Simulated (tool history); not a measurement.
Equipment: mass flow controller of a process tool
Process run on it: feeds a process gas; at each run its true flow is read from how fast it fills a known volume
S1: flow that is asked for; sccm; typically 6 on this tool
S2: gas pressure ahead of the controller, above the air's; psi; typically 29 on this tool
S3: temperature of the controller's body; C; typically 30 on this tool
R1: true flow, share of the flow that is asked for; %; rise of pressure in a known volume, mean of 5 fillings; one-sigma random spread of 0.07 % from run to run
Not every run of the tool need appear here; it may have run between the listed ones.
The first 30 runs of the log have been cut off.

| run | hour | S1 | S2 | S3 | R1 |
|---|---|---|---|---|---|
| 31 | 1693.6 | 2 | 29.4 | 30 | 104.93 |
| 32 | 1738.6 | 16 | 29 | 22 | 101.81 |
| 33 | 1800.4 | 2 | 23.2 | 30 | 105.26 |
| 34 | 1846.5 | 2 | 30.5 | 23 | 105.85 |
| 35 | 1902.7 | 2 | 30.5 | 23 | 105.83 |
| 36 | 1976.5 | 2 | 30.5 | 23 | 106.01 |
| 37 | 2052.9 | 3 | 22.2 | 23 | 104.75 |
| 38 | 2125.6 | 2 | 29 | 25 | 106.03 |
| 39 | 2204.5 | 17 | 32.1 | 32 | 100.92 |

Estimate the outcome of run 40 from the log above:
| 40 | 2285.3 | 8 | 26 | 30 | ? |

{"run 40": {"R1": 101.73}}
The same run, on a tool lacking any hidden state, would have yielded R1 99.06 %.
